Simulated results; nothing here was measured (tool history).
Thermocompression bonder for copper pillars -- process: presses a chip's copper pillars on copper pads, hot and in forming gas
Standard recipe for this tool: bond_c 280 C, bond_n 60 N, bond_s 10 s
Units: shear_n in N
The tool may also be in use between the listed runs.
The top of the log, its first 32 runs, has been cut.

| run | hour | bond_c | bond_n | bond_s | hours of work since the heater was calibrated | hours of work since the force cell was calibrated | hours of work since the gas filter was changed | shear_n |
|---|---|---|---|---|---|---|---|---|
| 33 | 1116.8 | 254 | 60 | 10 | 685 | 812 | 291 | 33.1 |
| 34 | 1164.2 | 254 | 60 | 10 | 719 | 847 | 325 | 32.6 |
| 35 | 1196.9 | 254 | 60 | 10 | 743 | 870 | 349 | 33.3 |
| 36 | 1220.8 | 254 | 60 | 10 | 760 | 888 | 366 | 32.4 |
|  | 1229 | forming gas filter changed |
| 37 | 1246.9 | 254 | 60 | 10 | 779 | 906 | 13 | 36.6 |
| 38 | 1283.4 | 280 | 44 | 10 | 805 | 932 | 39 | 45.6 |
| 39 | 1316.6 | 280 | 44 | 10 | 829 | 956 | 63 | 44.9 |
| 40 | 1353.3 | 274 | 68 | 19 | 856 | 983 | 90 | 59.2 |
| 41 | 1383.5 | 267 | 60 | 26 | 877 | 1005 | 112 | 57.7 |

Branching from run 41: 3 alternative next runs. What would each branch give?
| A | 1434.7 | 301 | 60 | 26 | 914 | 1042 | 149 | ? |
| B | 1434.7 | 307 | 51 | 10 | 914 | 1042 | 149 | ? |
| C | 1434.7 | 251 | 60 | 7 | 914 | 1042 | 149 | ? |

| run | shear_n |
|---|---|
| A | 71.5 |
| B | 62 |
| C | 29.2 |
Take away the tool's hidden state, keep each run's random variation, and the runs would have read:
| run | shear_n |
|---|---|
| A | 74 |
| B | 63.3 |
| C | 28.6 |
